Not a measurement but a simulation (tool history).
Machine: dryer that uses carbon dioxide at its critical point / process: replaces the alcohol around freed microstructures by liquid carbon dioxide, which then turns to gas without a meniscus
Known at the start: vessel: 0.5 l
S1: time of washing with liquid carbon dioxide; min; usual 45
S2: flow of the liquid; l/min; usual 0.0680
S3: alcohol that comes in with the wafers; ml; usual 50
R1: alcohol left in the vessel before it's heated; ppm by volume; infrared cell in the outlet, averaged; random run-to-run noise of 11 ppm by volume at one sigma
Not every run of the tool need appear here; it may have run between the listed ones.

{"run": 1, "hour": 0.0, "S1": 45, "S2": 0.068, "S3": 50, "R1": 874}
{"run": 2, "hour": 8.3, "S1": 45, "S2": 0.068, "S3": 24, "R1": 443}
{"run": 3, "hour": 17.7, "S1": 45, "S2": 0.068, "S3": 24, "R1": 454}
{"run": 4, "hour": 34.8, "S1": 45, "S2": 0.068, "S3": 24, "R1": 479}
{"run": 5, "hour": 47.1, "S1": 59, "S2": 0.068, "S3": 24, "R1": 164}
{"run": 6, "hour": 54.4, "S1": 59, "S2": 0.068, "S3": 24, "R1": 160}
{"run": 7, "hour": 63.7, "S1": 45, "S2": 0.0829, "S3": 50, "R1": 350}
{"run": 8, "hour": 80.5, "S1": 45, "S2": 0.0829, "S3": 50, "R1": 364}
{"run": 9, "hour": 88.7, "S1": 45, "S2": 0.0829, "S3": 50, "R1": 366}
{"run": 10, "hour": 101.8, "S1": 45, "S2": 0.0829, "S3": 60, "R1": 435}
{"run": 11, "hour": 113.2, "S1": 51, "S2": 0.068, "S3": 50, "R1": 568}
{"run": 12, "hour": 125.8, "S1": 51, "S2": 0.068, "S3": 50, "R1": 572}
{"run": 13, "hour": 134.0, "S1": 51, "S2": 0.068, "S3": 50, "R1": 582}
{"run": 14, "hour": 145.1, "S1": 45, "S2": 0.0533, "S3": 50, "R1": 2801}
{"run": 15, "hour": 159.2, "S1": 45, "S2": 0.0533, "S3": 50, "R1": 2845}
{"run": 16, "hour": 172.9, "S1": 47, "S2": 0.068, "S3": 50, "R1": 869}
{"run": 17, "hour": 184.5, "S1": 47, "S2": 0.068, "S3": 50, "R1": 885}
{"run": 18, "hour": 201.2, "S1": 47, "S2": 0.068, "S3": 50, "R1": 905}
{"run": 19, "hour": 209.0, "S1": 47, "S2": 0.068, "S3": 50, "R1": 905}
{"run": 20, "hour": 226.3, "S1": 45, "S2": 0.068, "S3": 50, "R1": 1105}
{"run": 21, "hour": 242.9, "S1": 45, "S2": 0.0485, "S3": 50, "R1": 4207}
{"run": 22, "hour": 250.6, "S1": 45, "S2": 0.0485, "S3": 50, "R1": 4294}
{"run": 23, "hour": 260.7, "S1": 45, "S2": 0.1027, "S3": 50, "R1": 175}
{"run": 24, "hour": 273.1, "S1": 45, "S2": 0.0515, "S3": 50, "R1": 3489}
{"run": 25, "hour": 285.7, "S1": 45, "S2": 0.0515, "S3": 50, "R1": 3591}
{"run": 26, "hour": 299.9, "S1": 55, "S2": 0.0573, "S3": 99, "R1": 2125}
{"run": 27, "hour": 310.1, "S1": 31, "S2": 0.0573, "S3": 99, "R1": 15386}
{"run": 28, "hour": 317.4, "S1": 57, "S2": 0.1092, "S3": 28, "R1": 98}
{"run": 29, "hour": 333.8, "S1": 45, "S2": 0.068, "S3": 53, "R1": 1323}
{"hour": 347.6, "done": "inlet filter changed"}
{"run": 30, "hour": 348.5, "S1": 34, "S2": 0.068, "S3": 21, "R1": 970}
{"run": 31, "hour": 360.0, "S1": 56, "S2": 0.1024, "S3": 34, "R1": 104}
{"run": 32, "hour": 370.7, "S1": 32, "S2": 0.1024, "S3": 34, "R1": 359}
{"run": 33, "hour": 385.5, "S1": 32, "S2": 0.1024, "S3": 34, "R1": 369}
{"run": 34, "hour": 396.8, "S1": 70, "S2": 0.1029, "S3": 95, "R1": 109}
{"run": 35, "hour": 413.9, "S1": 35, "S2": 0.068, "S3": 70, "R1": 2960}
{"run": 36, "hour": 428.6, "S1": 64, "S2": 0.1056, "S3": 28, "R1": 107}
{"run": 37, "hour": 439.1, "S1": 64, "S2": 0.1056, "S3": 28, "R1": 104}
{"run": 38, "hour": 450.9, "S1": 45, "S2": 0.0547, "S3": 50, "R1": 2057}
{"run": 39, "hour": 463.5, "S1": 45, "S2": 0.0549, "S3": 23, "R1": 1019}
{"run": 40, "hour": 470.8, "S1": 45, "S2": 0.0549, "S3": 23, "R1": 992}
{"run": 41, "hour": 483.6, "S1": 53, "S2": 0.0627, "S3": 110, "R1": 1180}
{"run": 42, "hour": 501.5, "S1": 53, "S2": 0.0627, "S3": 110, "R1": 1213}
{"run": 43, "hour": 512.8, "S1": 53, "S2": 0.0627, "S3": 90, "R1": 1027}
{"run": 44, "hour": 528.2, "S1": 53, "S2": 0.0627, "S3": 90, "R1": 1052}
{"run": 45, "hour": 544.7, "S1": 57, "S2": 0.0627, "S3": 46, "R1": 445}
{"run": 46, "hour": 553.0, "S1": 57, "S2": 0.0627, "S3": 46, "R1": 449}
{"run": 47, "hour": 561.7, "S1": 57, "S2": 0.0627, "S3": 46, "R1": 452}

Hidden state or all else? Some run-to-run changes of R1, split into what the settings, what came in and random variation would give without the hidden state, and what is left for the hidden state (with any gauge scatter that isn't in both results):
Hidden conditions of the tool in this case: flow that reaches the vessel past the clogged filter, %; alcohol in the recycled carbon dioxide, ppm; drift of the gauge itself on alcohol_ppm, %.
Run 22 -> 23: S2 0.0485 -> 0.1027. R1 -4119 ppm by volume: hidden state -1263, all else -2856.
Run 26 -> 27: S1 55 -> 31. R1 +13261 ppm by volume: hidden state +3566, all else +9695.
Run 27 -> 28: S1 31 -> 57, S2 0.0573 -> 0.1092, S3 99 -> 28. R1 -15288 ppm by volume: hidden state -4477, all else -10811.

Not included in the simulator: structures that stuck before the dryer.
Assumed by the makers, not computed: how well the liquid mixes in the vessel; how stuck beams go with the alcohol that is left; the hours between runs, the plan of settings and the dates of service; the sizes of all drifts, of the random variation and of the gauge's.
